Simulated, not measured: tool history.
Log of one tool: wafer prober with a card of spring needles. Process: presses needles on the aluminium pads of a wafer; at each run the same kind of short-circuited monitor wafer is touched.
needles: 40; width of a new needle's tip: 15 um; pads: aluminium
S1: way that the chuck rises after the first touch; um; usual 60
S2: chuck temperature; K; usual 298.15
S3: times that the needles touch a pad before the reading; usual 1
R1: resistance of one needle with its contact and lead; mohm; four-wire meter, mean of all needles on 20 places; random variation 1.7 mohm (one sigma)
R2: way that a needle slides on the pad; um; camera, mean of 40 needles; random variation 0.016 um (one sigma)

{"run": 1, "hour": 0.0, "S1": 60, "S2": 298.15, "S3": 1, "R1": 311, "R2": 9.97}
{"hour": 0.9, "done": "tips cleaned on abrasive film"}
{"hour": 6.0, "done": "height of the first contact set anew"}
{"run": 2, "hour": 8.4, "S1": 60, "S2": 298.15, "S3": 1, "R1": 401, "R2": 10.27}
{"hour": 13.1, "done": "tips cleaned on abrasive film"}
{"run": 3, "hour": 16.4, "S1": 60, "S2": 298.15, "S3": 1, "R1": 235, "R2": 10.27}
{"hour": 18.6, "done": "tips cleaned on abrasive film, once more"}
{"run": 4, "hour": 27.0, "S1": 60, "S2": 298.15, "S3": 1, "R1": 293, "R2": 10.25}
{"hour": 29.9, "done": "tips cleaned on abrasive film"}
{"run": 5, "hour": 38.9, "S1": 60, "S2": 298.15, "S3": 2, "R1": 253, "R2": 10.24}
{"hour": 42.0, "done": "tips cleaned on abrasive film"}
{"run": 6, "hour": 46.9, "S1": 60, "S2": 298.15, "S3": 2, "R1": 223, "R2": 10.2}
{"run": 7, "hour": 52.3, "S1": 60, "S2": 298.15, "S3": 1, "R1": 305, "R2": 10.21}
{"hour": 53.4, "done": "tips cleaned on abrasive film"}
{"run": 8, "hour": 58.8, "S1": 69, "S2": 298.15, "S3": 1, "R1": 238, "R2": 11.72}
{"hour": 65.0, "done": "tips cleaned on abrasive film"}
{"run": 9, "hour": 67.9, "S1": 60, "S2": 298.15, "S3": 1, "R1": 237, "R2": 10.19}
{"run": 10, "hour": 73.7, "S1": 60, "S2": 298.15, "S3": 1, "R1": 306, "R2": 10.22}
{"hour": 76.4, "done": "tips cleaned on abrasive film"}
{"run": 11, "hour": 81.4, "S1": 60, "S2": 298.15, "S3": 1, "R1": 269, "R2": 10.19}
{"hour": 87.9, "done": "tips cleaned on abrasive film"}
{"run": 12, "hour": 93.3, "S1": 60, "S2": 298.15, "S3": 3, "R1": 209, "R2": 10.19}
{"hour": 99.6, "done": "tips cleaned on abrasive film"}
{"run": 13, "hour": 101.9, "S1": 52, "S2": 298.15, "S3": 1, "R1": 251, "R2": 8.8}
{"run": 14, "hour": 110.0, "S1": 52, "S2": 298.15, "S3": 1, "R1": 366, "R2": 8.8}
{"hour": 111.0, "done": "tips cleaned on abrasive film"}
{"run": 15, "hour": 119.5, "S1": 52, "S2": 298.15, "S3": 1, "R1": 350, "R2": 8.76}
{"hour": 122.3, "done": "tips cleaned on abrasive film"}
{"run": 16, "hour": 130.2, "S1": 60, "S2": 367.15, "S3": 1, "R1": 313, "R2": 10.12}
{"hour": 134.4, "done": "tips cleaned on abrasive film"}
{"run": 17, "hour": 137.7, "S1": 60, "S2": 367.15, "S3": 1, "R1": 248, "R2": 10.1}
{"run": 18, "hour": 143.1, "S1": 60, "S2": 367.15, "S3": 1, "R1": 311, "R2": 10.11}
{"hour": 145.7, "done": "tips cleaned on abrasive film"}
{"run": 19, "hour": 152.4, "S1": 61, "S2": 311.15, "S3": 2, "R1": 239, "R2": 10.27}
{"hour": 157.2, "done": "tips cleaned on abrasive film"}
{"run": 20, "hour": 158.5, "S1": 68, "S2": 298.15, "S3": 2, "R1": 197, "R2": 11.46}
{"run": 21, "hour": 167.2, "S1": 60, "S2": 375.15, "S3": 1, "R1": 322, "R2": 10.07}
{"hour": 168.8, "done": "tips cleaned on abrasive film"}
{"run": 22, "hour": 179.3, "S1": 60, "S2": 375.15, "S3": 1, "R1": 327, "R2": 10.05}
{"hour": 180.5, "done": "tips cleaned on abrasive film"}
{"run": 23, "hour": 185.7, "S1": 70, "S2": 308.15, "S3": 1, "R1": 240, "R2": 11.76}
{"run": 24, "hour": 191.5, "S1": 70, "S2": 308.15, "S3": 1, "R1": 284, "R2": 11.78}
{"hour": 192.2, "done": "tips cleaned on abrasive film"}
{"run": 25, "hour": 196.7, "S1": 51, "S2": 298.15, "S3": 2, "R1": 247, "R2": 8.51}
{"hour": 203.8, "done": "tips cleaned on abrasive film"}
{"run": 26, "hour": 203.8, "S1": 60, "S2": 322.15, "S3": 3, "R1": 186, "R2": 10.03}
{"run": 27, "hour": 210.6, "S1": 45, "S2": 306.15, "S3": 1, "R1": 382, "R2": 7.48}
{"hour": 216.0, "done": "tips cleaned on abrasive film"}
{"run": 28, "hour": 217.6, "S1": 45, "S2": 384.15, "S3": 3, "R1": 233, "R2": 7.41}
{"run": 29, "hour": 225.6, "S1": 45, "S2": 384.15, "S3": 3, "R1": 285, "R2": 7.44}
{"hour": 227.7, "done": "tips cleaned on abrasive film"}
{"run": 30, "hour": 233.8, "S1": 45, "S2": 384.15, "S3": 3, "R1": 270, "R2": 7.41}
{"hour": 239.6, "done": "tips cleaned on abrasive film"}
{"run": 31, "hour": 242.9, "S1": 52, "S2": 298.15, "S3": 1, "R1": 272, "R2": 8.61}
{"hour": 250.9, "done": "tips cleaned on abrasive film"}
{"run": 32, "hour": 250.9, "S1": 52, "S2": 298.15, "S3": 1, "R1": 197, "R2": 8.62}
{"run": 33, "hour": 257.7, "S1": 64, "S2": 325.15, "S3": 2, "R1": 242, "R2": 10.64}

The same runs without the tool's hidden state, with the same run-to-run variation:
The hidden state here: debris on the tips, nm; way that the needles fall short of the set height, um; tips' diameter, um; drift of the gauge itself on contact_mohm, %; drift of the gauge itself on scrub_um, %.
run=1 R1=172 R2=10.28
run=2 R1=176 R2=10.27
run=3 R1=172 R2=10.28
run=4 R1=175 R2=10.27
run=5 R1=176 R2=10.28
run=6 R1=173 R2=10.26
run=7 R1=174 R2=10.27
run=8 R1=172 R2=11.79
run=9 R1=174 R2=10.28
run=10 R1=178 R2=10.31
run=11 R1=176 R2=10.29
run=12 R1=175 R2=10.31
run=13 R1=180 R2=8.94
run=14 R1=179 R2=8.94
run=15 R1=179 R2=8.91
run=16 R1=194 R2=10.28
run=17 R1=188 R2=10.27
run=18 R1=194 R2=10.28
run=19 R1=176 R2=10.46
run=20 R1=176 R2=11.66
run=21 R1=192 R2=10.27
run=22 R1=194 R2=10.26
run=23 R1=172 R2=11.98
run=24 R1=172 R2=12
run=25 R1=180 R2=8.75
run=26 R1=178 R2=10.29
run=27 R1=183 R2=7.73
run=28 R1=207 R2=7.68
run=29 R1=205 R2=7.71
run=30 R1=208 R2=7.7
run=31 R1=178 R2=8.91
run=32 R1=178 R2=8.93
run=33 R1=180 R2=10.96
